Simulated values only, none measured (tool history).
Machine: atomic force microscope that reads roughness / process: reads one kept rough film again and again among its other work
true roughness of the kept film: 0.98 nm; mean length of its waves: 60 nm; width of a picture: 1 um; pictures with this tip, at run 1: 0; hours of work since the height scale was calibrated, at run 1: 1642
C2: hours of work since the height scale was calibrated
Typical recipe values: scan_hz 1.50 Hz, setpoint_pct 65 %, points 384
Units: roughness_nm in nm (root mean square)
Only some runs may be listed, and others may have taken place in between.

run 1 hour=0.0 | scan_hz=1.50 setpoint_pct=65 points=384 | pictures_with_this_tip=0 C2=1642 | roughness_nm=0.941
run 2 hour=45.9 | scan_hz=1.50 setpoint_pct=65 points=393 | pictures_with_this_tip=75 C2=1667 | roughness_nm=0.931
run 3 hour=81.0 | scan_hz=1.50 setpoint_pct=65 points=393 | pictures_with_this_tip=132 C2=1685 | roughness_nm=0.930
run 4 hour=157.5 | scan_hz=1.50 setpoint_pct=65 points=393 | pictures_with_this_tip=257 C2=1726 | roughness_nm=0.917
-- hour=186.2 new tip fitted
run 5 hour=206.8 | scan_hz=1.50 setpoint_pct=81 points=393 | pictures_with_this_tip=33 C2=1751 | roughness_nm=0.906
run 6 hour=255.0 | scan_hz=1.50 setpoint_pct=81 points=393 | pictures_with_this_tip=112 C2=1777 | roughness_nm=0.896
run 7 hour=287.0 | scan_hz=1.50 setpoint_pct=65 points=384 | pictures_with_this_tip=164 C2=1794 | roughness_nm=0.926
run 8 hour=340.1 | scan_hz=1.50 setpoint_pct=65 points=604 | pictures_with_this_tip=250 C2=1822 | roughness_nm=0.918
-- hour=368.8 new tip fitted
run 9 hour=408.2 | scan_hz=1.50 setpoint_pct=65 points=604 | pictures_with_this_tip=65 C2=1857 | roughness_nm=0.932
run 10 hour=485.9 | scan_hz=1.50 setpoint_pct=65 points=377 | pictures_with_this_tip=191 C2=1898 | roughness_nm=0.922
-- hour=550.6 new tip fitted
run 11 hour=561.8 | scan_hz=1.50 setpoint_pct=65 points=377 | pictures_with_this_tip=18 C2=1938 | roughness_nm=0.939
run 12 hour=595.5 | scan_hz=1.50 setpoint_pct=65 points=377 | pictures_with_this_tip=73 C2=1956 | roughness_nm=0.931
run 13 hour=672.2 | scan_hz=1.50 setpoint_pct=65 points=377 | pictures_with_this_tip=198 C2=1997 | roughness_nm=0.922
-- hour=733.5 new tip fitted
run 14 hour=740.4 | scan_hz=1.50 setpoint_pct=65 points=384 | pictures_with_this_tip=12 C2=2032 | roughness_nm=0.940
run 15 hour=784.1 | scan_hz=1.50 setpoint_pct=65 points=384 | pictures_with_this_tip=83 C2=2055 | roughness_nm=0.930
run 16 hour=826.2 | scan_hz=1.50 setpoint_pct=65 points=384 | pictures_with_this_tip=152 C2=2078 | roughness_nm=0.924
run 17 hour=859.9 | scan_hz=1.50 setpoint_pct=65 points=384 | pictures_with_this_tip=206 C2=2095 | roughness_nm=0.919
-- hour=917.9 new tip fitted
run 18 hour=921.4 | scan_hz=1.50 setpoint_pct=65 points=384 | pictures_with_this_tip=6 C2=2128 | roughness_nm=0.938
run 19 hour=984.9 | scan_hz=1.50 setpoint_pct=68 points=384 | pictures_with_this_tip=109 C2=2161 | roughness_nm=0.927
run 20 hour=1018.9 | scan_hz=0.99 setpoint_pct=68 points=384 | pictures_with_this_tip=165 C2=2179 | roughness_nm=0.924
run 21 hour=1054.8 | scan_hz=1.50 setpoint_pct=65 points=384 | pictures_with_this_tip=223 C2=2198 | roughness_nm=0.915

For run 22, what comes out?
run 22 hour=1086.5 | scan_hz=0.66 setpoint_pct=56 points=761 | pictures_with_this_tip=275 C2=2215 | roughness_nm=?

roughness_nm: 0.928 nm (root mean square)
The same run, on a tool lacking any hidden state, would have yielded roughness_nm 0.962 nm (root mean square).
